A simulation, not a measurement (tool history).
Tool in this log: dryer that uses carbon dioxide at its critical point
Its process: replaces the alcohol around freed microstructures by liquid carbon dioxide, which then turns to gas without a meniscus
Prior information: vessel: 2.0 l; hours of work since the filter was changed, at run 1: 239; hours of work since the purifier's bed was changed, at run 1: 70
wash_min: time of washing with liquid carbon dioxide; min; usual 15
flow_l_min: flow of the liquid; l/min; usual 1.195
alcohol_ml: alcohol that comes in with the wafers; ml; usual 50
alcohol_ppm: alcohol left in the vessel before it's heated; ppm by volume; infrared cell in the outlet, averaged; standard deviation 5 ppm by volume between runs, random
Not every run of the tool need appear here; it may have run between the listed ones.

| run | hour | wash_min | flow_l_min | alcohol_ml | hours of work since the filter was changed | hours of work since the purifier's bed was changed | alcohol_ppm |
|---|---|---|---|---|---|---|---|
| 1 | 0.0 | 15 | 1.195 | 50 | 239 | 70 | 47 |
| 2 | 7.2 | 15 | 1.195 | 50 | 242 | 73 | 44 |
| 3 | 13.4 | 23 | 1.195 | 50 | 245 | 75 | 35 |
| 4 | 19.9 | 15 | 1.195 | 50 | 247 | 78 | 56 |
| 5 | 27.8 | 15 | 0.800 | 50 | 250 | 81 | 239 |
| 6 | 36.3 | 15 | 1.420 | 50 | 253 | 84 | 45 |
|  | 41.1 | inlet filter changed |
| 7 | 45.4 | 15 | 1.420 | 50 | 2 | 87 | 43 |
| 8 | 55.0 | 15 | 0.740 | 50 | 5 | 91 | 271 |
| 9 | 63.8 | 15 | 1.195 | 112 | 9 | 94 | 78 |
| 10 | 70.4 | 15 | 1.195 | 112 | 11 | 97 | 64 |
| 11 | 78.8 | 15 | 1.195 | 50 | 14 | 100 | 55 |
| 12 | 83.0 | 15 | 1.195 | 50 | 16 | 102 | 44 |
| 13 | 91.6 | 15 | 1.195 | 50 | 19 | 105 | 60 |
| 14 | 95.5 | 15 | 1.195 | 50 | 21 | 107 | 54 |
| 15 | 103.4 | 21 | 1.380 | 47 | 24 | 110 | 49 |
| 16 | 110.2 | 15 | 0.860 | 20 | 27 | 112 | 101 |
| 17 | 115.8 | 15 | 0.860 | 20 | 29 | 114 | 90 |
| 18 | 125.5 | 15 | 2.020 | 50 | 32 | 118 | 50 |
| 19 | 129.6 | 13 | 1.620 | 52 | 34 | 120 | 60 |
| 20 | 138.6 | 11 | 0.990 | 21 | 38 | 123 | 146 |
| 21 | 146.9 | 11 | 0.990 | 21 | 41 | 126 | 157 |
| 22 | 155.8 | 11 | 1.200 | 49 | 44 | 130 | 139 |

Hidden state or all else? Some run-to-run changes of alcohol_ppm, split into what the settings, what came in and random variation would give without the hidden state, and what is left for the hidden state (with any gauge scatter that isn't in both results):
Unlogged tool condition in this case: flow that reaches the vessel past the clogged filter, %; alcohol in the recycled carbon dioxide, ppm; drift of the gauge itself on alcohol_ppm, %.
Run 4 -> 5: flow_l_min 1.195 -> 0.800. alcohol_ppm +183 ppm by volume: hidden state +46, all else +137.
Run 5 -> 6: flow_l_min 0.800 -> 1.420. alcohol_ppm -194 ppm by volume: hidden state -46, all else -148.
Run 7 -> 8: flow_l_min 1.420 -> 0.740. alcohol_ppm +228 ppm by volume: hidden state +7, all else +221.
